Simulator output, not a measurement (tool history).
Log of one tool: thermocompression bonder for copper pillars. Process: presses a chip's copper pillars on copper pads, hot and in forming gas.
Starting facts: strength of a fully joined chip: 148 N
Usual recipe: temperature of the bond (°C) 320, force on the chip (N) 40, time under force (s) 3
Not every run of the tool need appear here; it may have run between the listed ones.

run   hour  temperature of the bond (°C)  force on the chip (N)  time under force (s)  force that shears a chip off (N)
  1      0                           320                     40                     3                              74.8
  2   11.2                           320                     40                     3                              75.1
  3   19.2                           320                     59                     3                              94.4
  4   27.1                           320                     40                     3                              75.2
  5   40.1                           320                     40                     3                                75
  6   46.7                           320                     40                     3                              74.9
  7   53.7                           320                     40                     3                              74.2
  8   64.6                           320                     40                     3                              74.4
  9   72.9                           320                     40                     3                              74.1
 10   82.9                           320                     40                     3                              73.5
 11   89.6                           320                     40                     3                              74.2
 12  102.3                           320                     40                     3                              73.5
 13  114.8                           320                     40                     3                              73.5
 14  126.7                           320                     40                     3                              73.2
 15  137.5                           320                     40                     3                              73.3
 16  145.8                           302                     40                     3                              60.7
 17  154.1                           302                     40                     3                                62
 18  166.8                           302                     40                     3                                61
 19  178.9                           302                     40                     3                              60.2
 20  185.5                           295                     40                     3                              56.5
 21  197.7                           295                     40                     5                              67.2
 22  207.9                           315                     40                     3                              68.3
     215.1  -- forming gas filter changed
 23  217.2                           335                     40                     4                              97.6
 24  224.3                           320                     36                     3                              71.4
 25  234.8                           293                     40                     3                              58.6
 26  245.7                           320                     33                     7                              88.8
 27    254                           320                     33                     7                              89.2
 28  265.7                           350                     33                     4                              93.8
 29  275.7                           350                     33                     4                              95.1
 30  287.3                           350                     33                     4                              95.5
 31  297.2                           350                     33                     4                              94.5
 32  309.4                           307                     42                     3                              69.4
 33  319.7                           332                     40                     5                              99.3
 34  331.1                           320                     54                     5                             104.5
 35    342                           314                     40                     3                              71.5
 36  351.3                           296                     42                     3                              59.8
 37  358.1                           296                     42                     3                              60.6
 38  368.6                           343                     42                     7                             115.2
 39  381.3                           343                     37                     3                                86
 40  389.5                           343                     37                     3                              86.4

Table of differences, measured result less the result of that run with no hidden state. Run-to-run variation is the same in both. Gauge scatter possibly is not:
Unlogged tool condition in this case: true temperature of the bond over the reading, C; force that reaches the chip, % of what is set; oxide that the forming gas leaves, % of the face; drift of the gauge itself on shear_n, %.
run  force that shears a chip off (N)
  1                              -7.4
  2                              -7.7
  3                              -8.8
  4                              -7.9
  5                              -8.3
  6                              -8.4
  7                              -8.4
  8                              -8.7
  9                              -8.8
 10                              -8.9
 11                              -9.1
 12                              -9.4
 13                              -9.6
 14                              -9.7
 15                               -10
 16                              -8.9
 17                              -9.2
 18                              -9.3
 19                              -9.5
 20                              -9.1
 21                             -10.7
 22                             -10.8
 23                              -5.1
 24                                -5
 25                              -4.8
 26                              -5.8
 27                              -5.9
 28                              -5.9
 29                              -6.1
 30                              -6.5
 31                              -6.5
 32                              -6.5
 33                              -7.3
 34                              -7.4
 35                              -7.2
 36                              -6.7
 37                              -6.8
 38                              -7.9
 39                              -8.2
 40                              -8.5
